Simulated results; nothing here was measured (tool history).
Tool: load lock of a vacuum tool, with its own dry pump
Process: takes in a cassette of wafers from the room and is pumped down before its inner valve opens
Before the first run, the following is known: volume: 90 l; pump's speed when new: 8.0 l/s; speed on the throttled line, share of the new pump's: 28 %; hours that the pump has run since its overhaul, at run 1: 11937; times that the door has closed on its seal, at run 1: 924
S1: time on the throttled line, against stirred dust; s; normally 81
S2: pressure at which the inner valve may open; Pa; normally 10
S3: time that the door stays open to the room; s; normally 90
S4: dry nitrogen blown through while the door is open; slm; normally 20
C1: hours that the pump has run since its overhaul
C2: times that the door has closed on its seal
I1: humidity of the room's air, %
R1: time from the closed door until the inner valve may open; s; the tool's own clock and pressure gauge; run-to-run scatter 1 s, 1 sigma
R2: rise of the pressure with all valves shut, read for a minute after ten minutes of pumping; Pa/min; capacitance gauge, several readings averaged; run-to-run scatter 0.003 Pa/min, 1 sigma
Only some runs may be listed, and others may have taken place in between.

{"run": 1, "hour": 0.0, "S1": 81, "S2": 10, "S3": 90, "S4": 20, "C1": 11937, "C2": 924, "I1": 44.4, "R1": 170.2, "R2": 0.022}
{"run": 2, "hour": 63.2, "S1": 81, "S2": 10, "S3": 90, "S4": 20, "C1": 12000, "C2": 1006, "I1": 46.2, "R1": 167.9, "R2": 0.021}
{"run": 3, "hour": 145.8, "S1": 81, "S2": 10, "S3": 90, "S4": 20, "C1": 12083, "C2": 1113, "I1": 44.3, "R1": 168.8, "R2": 0.024}
{"run": 4, "hour": 206.6, "S1": 81, "S2": 10, "S3": 90, "S4": 20, "C1": 12143, "C2": 1192, "I1": 43.1, "R1": 170, "R2": 0.022}
{"run": 5, "hour": 299.5, "S1": 81, "S2": 10, "S3": 90, "S4": 20, "C1": 12236, "C2": 1312, "I1": 44.1, "R1": 170.4, "R2": 0.024}
{"run": 6, "hour": 392.5, "S1": 81, "S2": 10, "S3": 90, "S4": 20, "C1": 12329, "C2": 1432, "I1": 43.8, "R1": 168.7, "R2": 0.025}
{"run": 7, "hour": 473.7, "S1": 81, "S2": 13, "S3": 90, "S4": 20, "C1": 12410, "C2": 1538, "I1": 40.8, "R1": 164.9, "R2": 0.023}
{"run": 8, "hour": 572.0, "S1": 81, "S2": 10, "S3": 90, "S4": 4, "C1": 12509, "C2": 1665, "I1": 43.2, "R1": 168, "R2": 0.035}
{"run": 9, "hour": 641.0, "S1": 81, "S2": 10, "S3": 90, "S4": 4, "C1": 12578, "C2": 1754, "I1": 42.6, "R1": 167.9, "R2": 0.033}
{"run": 10, "hour": 688.0, "S1": 81, "S2": 10, "S3": 90, "S4": 4, "C1": 12625, "C2": 1815, "I1": 42.6, "R1": 170.2, "R2": 0.036}
{"run": 11, "hour": 759.0, "S1": 81, "S2": 10, "S3": 90, "S4": 4, "C1": 12696, "C2": 1907, "I1": 43.4, "R1": 168.4, "R2": 0.037}
{"run": 12, "hour": 852.7, "S1": 81, "S2": 10, "S3": 90, "S4": 4, "C1": 12789, "C2": 2029, "I1": 44.7, "R1": 167.6, "R2": 0.044}
{"run": 13, "hour": 909.4, "S1": 81, "S2": 15, "S3": 90, "S4": 20, "C1": 12846, "C2": 2102, "I1": 41.9, "R1": 164.5, "R2": 0.025}
{"run": 14, "hour": 1007.4, "S1": 81, "S2": 15, "S3": 90, "S4": 20, "C1": 12944, "C2": 2229, "I1": 42.4, "R1": 163.7, "R2": 0.028}
{"run": 15, "hour": 1118.1, "S1": 81, "S2": 15, "S3": 90, "S4": 20, "C1": 13055, "C2": 2373, "I1": 42.3, "R1": 163.8, "R2": 0.024}
{"run": 16, "hour": 1205.9, "S1": 81, "S2": 15, "S3": 90, "S4": 20, "C1": 13143, "C2": 2486, "I1": 44.7, "R1": 163.3, "R2": 0.022}
{"run": 17, "hour": 1283.8, "S1": 81, "S2": 15, "S3": 90, "S4": 20, "C1": 13221, "C2": 2587, "I1": 46.8, "R1": 164.8, "R2": 0.031}
{"run": 18, "hour": 1344.6, "S1": 81, "S2": 15, "S3": 90, "S4": 20, "C1": 13281, "C2": 2666, "I1": 43.9, "R1": 164.2, "R2": 0.024}
{"run": 19, "hour": 1414.6, "S1": 63, "S2": 9, "S3": 90, "S4": 20, "C1": 13351, "C2": 2757, "I1": 41.1, "R1": 159.1, "R2": 0.023}
{"run": 20, "hour": 1460.4, "S1": 81, "S2": 10, "S3": 68, "S4": 16, "C1": 13397, "C2": 2816, "I1": 42.6, "R1": 169.7, "R2": 0.025}
{"run": 21, "hour": 1515.5, "S1": 81, "S2": 10, "S3": 68, "S4": 16, "C1": 13452, "C2": 2888, "I1": 44.2, "R1": 169.4, "R2": 0.02}
{"run": 22, "hour": 1592.6, "S1": 107, "S2": 10, "S3": 90, "S4": 9, "C1": 13529, "C2": 2987, "I1": 47.4, "R1": 188.3, "R2": 0.032}
{"run": 23, "hour": 1675.7, "S1": 76, "S2": 10, "S3": 230, "S4": 9, "C1": 13612, "C2": 3095, "I1": 43.4, "R1": 166, "R2": 0.052}
{"run": 24, "hour": 1736.3, "S1": 70, "S2": 9, "S3": 230, "S4": 9, "C1": 13673, "C2": 3174, "I1": 49.3, "R1": 162.6, "R2": 0.057}
{"run": 25, "hour": 1788.1, "S1": 111, "S2": 16, "S3": 171, "S4": 43, "C1": 13725, "C2": 3241, "I1": 44.9, "R1": 185.4, "R2": 0.024}
{"run": 26, "hour": 1836.2, "S1": 111, "S2": 16, "S3": 171, "S4": 43, "C1": 13773, "C2": 3303, "I1": 45.1, "R1": 182.8, "R2": 0.028}
{"run": 27, "hour": 1947.1, "S1": 81, "S2": 15, "S3": 90, "S4": 20, "C1": 13884, "C2": 3447, "I1": 46.4, "R1": 164.9, "R2": 0.034}
{"run": 28, "hour": 2056.4, "S1": 161, "S2": 10, "S3": 47, "S4": 38, "C1": 13993, "C2": 3588, "I1": 42.8, "R1": 226.1, "R2": 0.016}
{"run": 29, "hour": 2150.9, "S1": 60, "S2": 10, "S3": 36, "S4": 8, "C1": 14088, "C2": 3711, "I1": 44.9, "R1": 155, "R2": 0.024}
{"run": 30, "hour": 2230.3, "S1": 60, "S2": 10, "S3": 36, "S4": 8, "C1": 14167, "C2": 3814, "I1": 46.5, "R1": 154.4, "R2": 0.027}
{"run": 31, "hour": 2275.4, "S1": 92, "S2": 10, "S3": 90, "S4": 20, "C1": 14212, "C2": 3872, "I1": 46.5, "R1": 176.2, "R2": 0.032}
{"run": 32, "hour": 2365.8, "S1": 44, "S2": 10, "S3": 160, "S4": 32, "C1": 14303, "C2": 3989, "I1": 44.4, "R1": 145.2, "R2": 0.032}
{"run": 33, "hour": 2456.6, "S1": 63, "S2": 8, "S3": 90, "S4": 20, "C1": 14393, "C2": 4107, "I1": 43.4, "R1": 160.8, "R2": 0.027}
{"run": 34, "hour": 2560.2, "S1": 97, "S2": 8, "S3": 90, "S4": 6, "C1": 14497, "C2": 4241, "I1": 41.6, "R1": 183.5, "R2": 0.034}
{"run": 35, "hour": 2647.7, "S1": 97, "S2": 8, "S3": 90, "S4": 6, "C1": 14584, "C2": 4354, "I1": 46.7, "R1": 181.9, "R2": 0.04}
{"run": 36, "hour": 2695.5, "S1": 97, "S2": 8, "S3": 90, "S4": 6, "C1": 14632, "C2": 4416, "I1": 44.7, "R1": 182.9, "R2": 0.034}

Forecast each of these 5 alternatives for the next run:
{"run": "A", "hour": 2744.9, "S1": 161, "S2": 8, "S3": 90, "S4": 6, "C1": 14682, "C2": 4480, "I1": 48.5, "R1": "?", "R2": "?"}
{"run": "B", "hour": 2744.9, "S1": 97, "S2": 8, "S3": 131, "S4": 6, "C1": 14682, "C2": 4480, "I1": 44.7, "R1": "?", "R2": "?"}
{"run": "C", "hour": 2744.9, "S1": 92, "S2": 11, "S3": 34, "S4": 20, "C1": 14682, "C2": 4480, "I1": 44.8, "R1": "?", "R2": "?"}
{"run": "D", "hour": 2744.9, "S1": 97, "S2": 12, "S3": 90, "S4": 6, "C1": 14682, "C2": 4480, "I1": 45.1, "R1": "?", "R2": "?"}
{"run": "E", "hour": 2744.9, "S1": 81, "S2": 10, "S3": 143, "S4": 20, "C1": 14682, "C2": 4480, "I1": 45, "R1": "?", "R2": "?"}

run=A R1=229.4 R2=0.039
run=B R1=185.7 R2=0.046
run=C R1=174.8 R2=0.021
run=D R1=179.4 R2=0.036
run=E R1=171.4 R2=0.035
With the hidden condition removed and each run's random variation left untouched, the same runs would have given:
run=A R1=223.8 R2=0.034
run=B R1=178.2 R2=0.041
run=C R1=167.8 R2=0.017
run=D R1=172.6 R2=0.031
run=E R1=164 R2=0.03
